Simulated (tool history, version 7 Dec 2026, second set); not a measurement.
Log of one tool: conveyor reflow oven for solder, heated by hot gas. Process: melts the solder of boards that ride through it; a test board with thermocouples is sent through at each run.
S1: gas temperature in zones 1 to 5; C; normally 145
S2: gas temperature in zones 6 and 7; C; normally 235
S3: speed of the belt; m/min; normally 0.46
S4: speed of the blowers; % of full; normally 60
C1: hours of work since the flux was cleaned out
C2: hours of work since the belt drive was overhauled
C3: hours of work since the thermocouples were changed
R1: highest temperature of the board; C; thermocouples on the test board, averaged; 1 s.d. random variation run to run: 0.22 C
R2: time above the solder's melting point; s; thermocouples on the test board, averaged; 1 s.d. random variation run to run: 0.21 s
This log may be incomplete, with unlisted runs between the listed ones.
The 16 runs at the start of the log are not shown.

{"run": 17, "hour": 826.6, "S1": 145, "S2": 233, "S3": 0.46, "S4": 55, "C1": 29, "C2": 576, "C3": 1016, "R1": 214.4, "R2": 69.2}
{"run": 18, "hour": 856.5, "S1": 145, "S2": 247, "S3": 0.46, "S4": 81, "C1": 51, "C2": 598, "C3": 1038, "R1": 230.8, "R2": 81.9}
{"run": 19, "hour": 903.3, "S1": 142, "S2": 239, "S3": 0.478, "S4": 60, "C1": 85, "C2": 632, "C3": 1072, "R1": 218.4, "R2": 68.4}
{"hour": 911.2, "done": "thermocouples of zones 6 and 7 changed"}
{"run": 20, "hour": 949.6, "S1": 145, "S2": 235, "S3": 0.457, "S4": 60, "C1": 117, "C2": 664, "C3": 28, "R1": 218.5, "R2": 73.5}
{"run": 21, "hour": 1010.3, "S1": 145, "S2": 235, "S3": 0.462, "S4": 52, "C1": 162, "C2": 708, "C3": 72, "R1": 215.7, "R2": 70}
{"run": 22, "hour": 1065.0, "S1": 145, "S2": 235, "S3": 0.462, "S4": 52, "C1": 201, "C2": 748, "C3": 112, "R1": 215.7, "R2": 69.6}
{"hour": 1072.8, "done": "belt drive overhauled, speed set with a stopwatch"}
{"run": 23, "hour": 1126.6, "S1": 155, "S2": 235, "S3": 0.479, "S4": 52, "C1": 243, "C2": 39, "C3": 154, "R1": 216, "R2": 71.5}
{"run": 24, "hour": 1161.6, "S1": 145, "S2": 247, "S3": 0.529, "S4": 60, "C1": 269, "C2": 65, "C3": 179, "R1": 220.7, "R2": 63.6}
{"run": 25, "hour": 1197.4, "S1": 149, "S2": 235, "S3": 0.457, "S4": 60, "C1": 295, "C2": 91, "C3": 205, "R1": 217.1, "R2": 73}
{"run": 26, "hour": 1249.6, "S1": 158, "S2": 235, "S3": 0.457, "S4": 72, "C1": 333, "C2": 129, "C3": 243, "R1": 219.7, "R2": 81.5}
{"hour": 1285.3, "done": "flux residue cleaned out of gas plates and filters"}
{"run": 27, "hour": 1316.9, "S1": 156, "S2": 241, "S3": 0.433, "S4": 60, "C1": 23, "C2": 174, "C3": 289, "R1": 226.9, "R2": 90}
{"run": 28, "hour": 1376.6, "S1": 139, "S2": 239, "S3": 0.433, "S4": 60, "C1": 66, "C2": 217, "C3": 332, "R1": 222.3, "R2": 78}
{"run": 29, "hour": 1435.2, "S1": 139, "S2": 239, "S3": 0.433, "S4": 60, "C1": 109, "C2": 260, "C3": 375, "R1": 221.4, "R2": 77.9}
{"run": 30, "hour": 1469.8, "S1": 139, "S2": 239, "S3": 0.433, "S4": 60, "C1": 134, "C2": 285, "C3": 400, "R1": 221.5, "R2": 77.2}

Branching from run 30: 4 alternative next runs. What would each branch give?
{"run": "A", "hour": 1524.2, "S1": 131, "S2": 239, "S3": 0.497, "S4": 60, "C1": 174, "C2": 325, "C3": 439, "R1": "?", "R2": "?"}
{"run": "B", "hour": 1524.2, "S1": 139, "S2": 228, "S3": 0.433, "S4": 60, "C1": 174, "C2": 325, "C3": 439, "R1": "?", "R2": "?"}
{"run": "C", "hour": 1524.2, "S1": 135, "S2": 239, "S3": 0.442, "S4": 68, "C1": 174, "C2": 325, "C3": 439, "R1": "?", "R2": "?"}
{"run": "D", "hour": 1524.2, "S1": 139, "S2": 229, "S3": 0.469, "S4": 60, "C1": 174, "C2": 325, "C3": 439, "R1": "?", "R2": "?"}

run=A R1=214.3 R2=57.3
run=B R1=211.2 R2=67.2
run=C R1=221.4 R2=73.8
run=D R1=209.9 R2=59.7
With the hidden condition removed and each run's random variation left untouched, the same runs would have given:
run=A R1=217.3 R2=60.2
run=B R1=213.8 R2=70.2
run=C R1=224.2 R2=76.1
run=D R1=212.5 R2=62.8

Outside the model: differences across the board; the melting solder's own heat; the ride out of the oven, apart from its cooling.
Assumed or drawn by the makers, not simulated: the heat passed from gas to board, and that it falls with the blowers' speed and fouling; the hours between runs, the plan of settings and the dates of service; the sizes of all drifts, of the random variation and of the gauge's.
